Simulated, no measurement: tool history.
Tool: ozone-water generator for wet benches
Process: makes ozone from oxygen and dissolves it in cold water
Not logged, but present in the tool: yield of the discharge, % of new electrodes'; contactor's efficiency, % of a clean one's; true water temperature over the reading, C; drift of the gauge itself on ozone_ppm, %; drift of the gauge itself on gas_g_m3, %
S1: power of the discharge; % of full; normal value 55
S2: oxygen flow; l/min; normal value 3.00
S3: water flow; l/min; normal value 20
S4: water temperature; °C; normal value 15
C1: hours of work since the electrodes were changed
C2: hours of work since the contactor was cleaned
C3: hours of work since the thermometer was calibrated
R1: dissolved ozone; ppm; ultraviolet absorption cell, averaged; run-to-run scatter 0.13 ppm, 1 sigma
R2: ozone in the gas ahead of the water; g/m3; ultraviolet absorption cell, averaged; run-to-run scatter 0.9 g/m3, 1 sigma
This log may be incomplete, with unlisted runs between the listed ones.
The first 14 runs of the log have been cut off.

run 15 hour=1342.4 | S1=55 S2=3.00 S3=20 S4=15 | C1=2503 C2=8527 C3=198 | R1=12.2 R2=145.7
run 16 hour=1468.5 | S1=55 S2=3.00 S3=20 S4=15 | C1=2592 C2=8616 C3=287 | R1=12.1 R2=146.2
-- hour=1494.0 contactor cleaned
run 17 hour=1579.5 | S1=55 S2=3.81 S3=20 S4=15 | C1=2667 C2=60 C3=362 | R1=13.7 R2=131.5
run 18 hour=1687.9 | S1=55 S2=3.81 S3=20 S4=15 | C1=2743 C2=137 C3=438 | R1=13.6 R2=130.7
run 19 hour=1820.2 | S1=84 S2=1.89 S3=20 S4=15 | C1=2837 C2=230 C3=532 | R1=15.5 R2=247.9
run 20 hour=1906.6 | S1=100 S2=5.16 S3=16 S4=15 | C1=2897 C2=291 C3=592 | R1=27.1 R2=184.3
run 21 hour=2002.0 | S1=100 S2=5.16 S3=20 S4=16 | C1=2965 C2=358 C3=660 | R1=22.8 R2=181.7
run 22 hour=2090.5 | S1=55 S2=3.41 S3=15 S4=14 | C1=3027 C2=420 C3=722 | R1=16.9 R2=136.5
run 23 hour=2156.0 | S1=55 S2=2.32 S3=20 S4=15 | C1=3073 C2=466 C3=768 | R1=11.7 R2=163.3
run 24 hour=2244.4 | S1=55 S2=2.32 S3=20 S4=15 | C1=3135 C2=528 C3=830 | R1=11.8 R2=161.1
run 25 hour=2377.5 | S1=89 S2=4.51 S3=20 S4=10 | C1=3229 C2=622 C3=924 | R1=21.8 R2=176.1
run 26 hour=2502.4 | S1=89 S2=3.36 S3=20 S4=10 | C1=3317 C2=710 C3=1012 | R1=20.0 R2=202.5
run 27 hour=2571.7 | S1=89 S2=3.36 S3=20 S4=10 | C1=3366 C2=759 C3=1061 | R1=20.0 R2=201.8
run 28 hour=2696.0 | S1=52 S2=1.73 S3=20 S4=10 | C1=3453 C2=847 C3=1148 | R1=10.4 R2=175.8
run 29 hour=2804.1 | S1=43 S2=2.46 S3=28 S4=19 | C1=3530 C2=923 C3=1224 | R1=6.9 R2=130.0
run 30 hour=2924.3 | S1=55 S2=3.00 S3=12 S4=14 | C1=3614 C2=1007 C3=1309 | R1=19.3 R2=146.1
run 31 hour=3015.1 | S1=63 S2=3.00 S3=14 S4=11 | C1=3678 C2=1071 C3=1373 | R1=19.6 R2=162.9
run 32 hour=3119.1 | S1=55 S2=3.06 S3=20 S4=7 | C1=3751 C2=1145 C3=1446 | R1=13.5 R2=144.1

Branching from run 32: 5 alternative next runs. What would each branch give?
run A hour=3210.3 | S1=55 S2=3.00 S3=21 S4=15 | C1=3816 C2=1209 C3=1511 | R1=? R2=?
run B hour=3210.3 | S1=70 S2=3.06 S3=20 S4=7 | C1=3816 C2=1209 C3=1511 | R1=? R2=?
run C hour=3210.3 | S1=55 S2=1.74 S3=15 S4=23 | C1=3816 C2=1209 C3=1511 | R1=? R2=?
run D hour=3210.3 | S1=61 S2=3.00 S3=15 S4=15 | C1=3816 C2=1209 C3=1511 | R1=? R2=?
run E hour=3210.3 | S1=66 S2=2.57 S3=30 S4=15 | C1=3816 C2=1209 C3=1511 | R1=? R2=?

run=A R1=12.3 R2=144.9
run=B R1=16.3 R2=171.8
run=C R1=12.7 R2=184.2
run=D R1=17.3 R2=156.0
run=E R1=9.6 R2=177.6
Take away the tool's hidden state, keep each run's random variation, and the runs would have read:
run=A R1=12.9 R2=150.2
run=B R1=17.3 R2=179.7
run=C R1=13.3 R2=191.0
run=D R1=18.2 R2=162.3
run=E R1=10.1 R2=185.4
